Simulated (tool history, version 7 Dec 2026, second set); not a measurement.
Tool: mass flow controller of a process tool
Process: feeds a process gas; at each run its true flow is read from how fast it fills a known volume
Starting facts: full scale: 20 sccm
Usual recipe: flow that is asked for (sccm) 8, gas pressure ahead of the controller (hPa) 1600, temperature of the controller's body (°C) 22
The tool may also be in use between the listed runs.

run,hour,flow that is asked for (sccm),gas pressure ahead of the controller (hPa),temperature of the controller's body (°C),true flow (%)
1,0,8,1600,22,98.01
2,95.7,8,1600,22,98.07
3,189.9,8,1600,22,98.04
4,291.2,8,1600,22,98.1
5,383.7,8,1600,22,98.04
6,491.1,8,1600,28,97.48
7,540.7,8,1600,28,97.42
8,637.7,8,1600,28,97.6
9,700.3,8,1600,28,97.55
10,796.2,8,1600,28,97.62
11,902.8,8,2370,28,98.06
12,983.4,8,2370,28,98.02
13,1090.9,8,2370,28,98.03
14,1138.5,8,2370,28,98
15,1240,8,2370,28,98.08
16,1309,8,2370,28,98.04
17,1375.4,8,2370,28,98.02
18,1433.1,8,2370,28,98.11
19,1490.1,8,2370,28,98.05
20,1586.6,8,2370,28,98.01
21,1682.2,8,2370,28,98.04
22,1780,4,1600,22,97.42
23,1827.9,4,1600,22,97.43
24,1896,4,1600,22,97.39
25,1976.7,13,1600,22,98.89
26,2028.7,4,1950,26,97.28
27,2079.5,10,2400,25,98.55
28,2126.2,10,2400,25,98.58
29,2172,8,1600,30,97.37
30,2256,8,1600,20,98.22
31,2349.8,4,1870,29,96.92
32,2455.6,8,1560,22,98.01
33,2509.5,8,1560,22,97.99
34,2600.7,8,1560,22,98.11
35,2669.6,2,1460,22,96.9
36,2776.7,10,1520,21,98.32
37,2875.9,8,1530,22,97.98
38,2930.9,11,1600,24,98.37
39,3014.5,11,1600,24,98.38
40,3066.3,11,1600,24,98.39
41,3124,15,1440,24,98.95
42,3209.5,12,1810,36,97.75
43,3265.4,8,1600,23,98.05
44,3334,8,1770,30,97.44
45,3408.2,5,1910,29,97.1
46,3478.8,5,1910,29,97.14
47,3557.1,12,2720,24,99.09
48,3639.5,9,1600,31,97.57
49,3719.2,9,1830,36,97.27
50,3824.8,9,1830,36,97.07

Consider 3 possible next runs. They are alternatives, not a sequence: every one starts from the tool as it was left by run 50. What does each give?
A,3874,9,1830,35,?
B,3874,8,1600,22,?
C,3874,9,2260,36,?

run,true flow (%)
A,97.19
B,98.1
C,97.5
What these runs would have given with no unlogged condition in the tool:
run,true flow (%)
A,97.19
B,98.1
C,97.5
